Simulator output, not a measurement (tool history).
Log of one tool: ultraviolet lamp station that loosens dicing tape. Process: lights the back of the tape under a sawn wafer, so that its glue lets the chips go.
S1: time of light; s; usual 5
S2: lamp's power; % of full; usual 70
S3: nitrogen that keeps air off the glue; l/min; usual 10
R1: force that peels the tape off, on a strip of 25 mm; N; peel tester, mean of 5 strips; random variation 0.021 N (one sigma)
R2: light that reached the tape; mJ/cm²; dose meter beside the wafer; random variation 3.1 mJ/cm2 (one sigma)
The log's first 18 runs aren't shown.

run	hour	S1	S2	S3	R1	R2
19	208.4	5	72	4	1.998	452
20	222	5	99	7	0.813	613
21	229	5	99	7	0.836	610
22	236.3	3	82	3	3.25	303
23	249.2	3	82	3	3.273	305
24	256.6	8	98	4	0.547	966
25	268	3	62	9	2.799	228
26	282.9	5	88	5	1.327	541
27	289.6	5	88	5	1.407	540
28	300.4	2	66	7	4.015	159
29	307.7	10	99	18	0.151	1219
30	320.8	3	93	11	1.613	340
31	332	3	93	11	1.617	343

4 ways to go on from here, each from the tool as it stands after run 31. What would each give?
A	344.2	5	85	10	?	?
B	344.2	9	63	3	?	?
C	344.2	3	85	11	?	?
D	344.2	5	60	14	?	?

run	R1	R2
A	0.882	516
B	1.268	692
C	1.866	315
D	1.288	368
Without the tool's hidden state the same runs would have given:
run	R1	R2
A	0.731	568
B	1.079	762
C	1.636	347
D	1.094	405

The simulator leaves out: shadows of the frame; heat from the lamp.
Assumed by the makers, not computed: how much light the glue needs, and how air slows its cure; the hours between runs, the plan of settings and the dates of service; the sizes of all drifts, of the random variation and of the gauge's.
